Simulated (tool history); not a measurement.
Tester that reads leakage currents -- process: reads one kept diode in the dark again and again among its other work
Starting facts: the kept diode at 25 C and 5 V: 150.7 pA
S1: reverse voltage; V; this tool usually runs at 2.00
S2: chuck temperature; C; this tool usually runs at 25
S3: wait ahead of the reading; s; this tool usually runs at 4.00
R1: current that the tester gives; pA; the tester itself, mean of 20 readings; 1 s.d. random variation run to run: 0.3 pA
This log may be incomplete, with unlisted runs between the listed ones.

run,hour,S1,S2,S3,R1
1,0.0,2.00,25,4.00,109.84
2,31.0,3.36,25,4.00,142.15
3,54.4,3.36,25,1.26,143.28
4,88.1,2.00,25,4.00,111.71
5,125.0,2.00,25,4.00,112.87
# hour 131.7: probe card cleaned and baked
6,168.1,2.00,25,4.00,113.73
7,187.0,2.00,25,4.00,114.11
8,208.8,2.00,25,4.00,116.01
9,249.0,2.00,32,4.00,203.94
10,279.7,2.00,25,1.39,117.83
# hour 297.0: probe card cleaned and baked, once more
# hour 314.7: chuck's temperature calibrated
11,324.6,2.00,25,1.39,98.35
12,359.8,1.35,25,4.00,81.87
13,382.8,6.14,25,4.00,170.70
14,409.1,1.56,32,0.47,157.42
15,433.1,11.99,32,6.82,420.34
16,469.3,1.08,39,5.32,228.36
17,501.9,5.28,23,5.32,138.63
18,538.8,1.16,30,0.57,120.31

Difference, measured minus no-hidden-state, one row per run. Run-to-run variation is common to both terms; the gauge's own scatter need not be:
The tool's hidden condition here consists of: stray current of the dirty probe card, pA a volt; current scale over the true one, %; true chuck temperature over the reading, C; drift of the gauge itself on leakage_pa, %.
run,R1
1,+12.32
2,+17.07
3,+17.95
4,+14.74
5,+15.80
6,+16.96
7,+17.42
8,+18.24
9,+32.00
10,+20.22
11,+0.92
12,+1.51
13,+4.14
14,+4.69
15,+15.16
16,+9.58
17,+7.64
18,+7.30

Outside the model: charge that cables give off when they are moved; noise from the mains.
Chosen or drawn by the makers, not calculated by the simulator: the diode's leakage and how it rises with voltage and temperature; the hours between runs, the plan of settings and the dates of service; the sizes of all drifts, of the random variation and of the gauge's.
